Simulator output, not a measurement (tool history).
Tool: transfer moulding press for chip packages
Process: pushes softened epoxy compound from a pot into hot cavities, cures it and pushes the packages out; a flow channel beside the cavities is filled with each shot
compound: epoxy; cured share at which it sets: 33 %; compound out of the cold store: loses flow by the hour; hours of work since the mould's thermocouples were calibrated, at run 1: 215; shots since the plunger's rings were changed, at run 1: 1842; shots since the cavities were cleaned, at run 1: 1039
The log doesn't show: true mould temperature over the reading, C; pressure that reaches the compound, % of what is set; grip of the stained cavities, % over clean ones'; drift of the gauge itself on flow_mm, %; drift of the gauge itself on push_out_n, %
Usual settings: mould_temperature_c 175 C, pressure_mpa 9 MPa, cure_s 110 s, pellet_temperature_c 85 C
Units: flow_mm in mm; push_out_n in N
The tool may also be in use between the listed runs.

| run | day | mould_temperature_c | pressure_mpa | cure_s | pellet_temperature_c | hours of work since the mould's thermocouples were calibrated | shots since the plunger's rings were changed | shots since the cavities were cleaned | incoming compound's hours out of the cold store | flow_mm | push_out_n |
|---|---|---|---|---|---|---|---|---|---|---|---|
| 1 | 0 | 175 | 9 | 110 | 85 | 215 | 1842 | 1039 | 23 | 630 | 625 |
|  | 0.438 | cavities cleaned with cleaning compound and waxed |
| 2 | 0.696 | 175 | 9 | 110 | 85 | 226 | 2037 | 79 | 45.3 | 595 | 610 |
| 3 | 1.079 | 175 | 9 | 110 | 85 | 234 | 2155 | 197 | 47.5 | 588 | 587 |
| 4 | 1.754 | 175 | 9.27 | 110 | 85 | 246 | 2361 | 403 | 23.3 | 642 | 603 |
| 5 | 2.642 | 175 | 9.27 | 110 | 85 | 263 | 2634 | 676 | 39.1 | 618 | 626 |
| 6 | 3.246 | 175 | 7.22 | 110 | 85 | 274 | 2819 | 861 | 22.7 | 576 | 619 |
| 7 | 4.038 | 175 | 6.87 | 110 | 85 | 289 | 3061 | 1103 | 44.7 | 520 | 584 |
|  | 4.233 | cavities cleaned with cleaning compound and waxed |
| 8 | 4.546 | 175 | 9 | 110 | 85 | 297 | 3198 | 95 | 39.8 | 606 | 621 |
| 9 | 4.954 | 175 | 8.72 | 110 | 85 | 305 | 3324 | 221 | 37.4 | 599 | 595 |
| 10 | 5.633 | 175 | 8.72 | 110 | 85 | 317 | 3532 | 429 | 35.8 | 604 | 627 |
| 11 | 6.121 | 175 | 8.72 | 110 | 85 | 326 | 3682 | 579 | 47.2 | 582 | 628 |
| 12 | 7.029 | 175 | 9 | 110 | 85 | 343 | 3960 | 857 | 33.4 | 626 | 627 |
| 13 | 7.833 | 175 | 9 | 110 | 85 | 358 | 4207 | 1104 | 17.1 | 653 | 633 |
|  | 8.054 | cavities cleaned with cleaning compound and waxed |
| 14 | 8.817 | 175 | 9 | 110 | 85 | 376 | 4489 | 233 | 22.5 | 642 | 629 |
| 15 | 9.338 | 170 | 8.73 | 144 | 81 | 385 | 4650 | 394 | 33 | 618 | 548 |
| 16 | 9.762 | 175 | 9 | 110 | 88 | 393 | 4779 | 523 | 34.3 | 607 | 610 |
| 17 | 10.188 | 175 | 9 | 110 | 88 | 401 | 4910 | 654 | 36.8 | 599 | 583 |
| 18 | 10.617 | 175 | 9.42 | 110 | 83 | 409 | 5042 | 786 | 20.2 | 664 | 631 |
|  | 10.883 | plunger's sealing rings changed |
|  | 11.375 | mould's thermocouples calibrated |
| 19 | 11.388 | 175 | 9.42 | 110 | 83 | 0 | 130 | 965 | 46.9 | 601 | 622 |
|  | 12.046 | cavities cleaned with cleaning compound and waxed |
| 20 | 12.046 | 170 | 7.89 | 150 | 88 | 11 | 312 | 0 | 34.3 | 595 | 512 |
| 21 | 12.629 | 170 | 7.89 | 150 | 88 | 22 | 492 | 180 | 39.6 | 578 | 511 |
| 22 | 13.417 | 170 | 7.89 | 150 | 88 | 37 | 733 | 421 | 37 | 585 | 503 |
| 23 | 14.029 | 170 | 7.89 | 150 | 88 | 48 | 920 | 608 | 20.1 | 614 | 525 |
| 24 | 14.771 | 170 | 7.5 | 107 | 88 | 62 | 1148 | 836 | 8.6 | 630 | 974 |
| 25 | 15.471 | 170 | 7.79 | 101 | 88 | 75 | 1363 | 1051 | 17.4 | 617 | 1105 |
|  | 15.833 | cavities cleaned with cleaning compound and waxed |
| 26 | 15.917 | 170 | 9.82 | 101 | 82 | 82 | 1481 | 26 | 18.8 | 687 | 1071 |
| 27 | 16.717 | 170 | 9.82 | 98 | 85 | 97 | 1726 | 271 | 36.9 | 652 | 1088 |

Hidden state at the last listed run before each entry between runs and at the first one after, where it differs:
Between runs 1 and 2: cavities cleaned with cleaning compound and waxed (day 0.438)
  pressure that reaches the compound, % of what is set: 99.8 -> 99.78; grip of the stained cavities, % over clean ones': 1.7 -> 0.3
  measured less the result without the state, push_out_n: +11 -> +2 N
Between runs 7 and 8: cavities cleaned with cleaning compound and waxed (day 4.233)
  pressure that reaches the compound, % of what is set: 99.69 -> 99.68; grip of the stained cavities, % over clean ones': 1.7 -> 0.4
  measured less the result without the state, push_out_n: +11 -> +3 N
Between runs 13 and 14: cavities cleaned with cleaning compound and waxed (day 8.054)
  pressure that reaches the compound, % of what is set: 99.58 -> 99.56; grip of the stained cavities, % over clean ones': 1.7 -> 0.8
  measured less the result without the state, push_out_n: +11 -> +5 N
Between runs 18 and 19: plunger's sealing rings changed (day 10.883); mould's thermocouples calibrated (day 11.375)
  true mould temperature over the reading, C: -0.01 -> 0; pressure that reaches the compound, % of what is set: 99.51 -> 99.98; grip of the stained cavities, % over clean ones': 1.6 -> 1.7
  measured less the result without the state, push_out_n: +11 -> +10 N
Between runs 19 and 20: cavities cleaned with cleaning compound and waxed (day 12.046)
  pressure that reaches the compound, % of what is set: 99.98 -> 99.97; grip of the stained cavities, % over clean ones': 1.7 -> 0
  measured less the result without the state, push_out_n: +10 -> +0 N
Between runs 25 and 26: cavities cleaned with cleaning compound and waxed (day 15.833)
  pressure that reaches the compound, % of what is set: 99.87 -> 99.85; grip of the stained cavities, % over clean ones': 1.7 -> 0.2
  measured less the result without the state, push_out_n: +19 -> +3 N
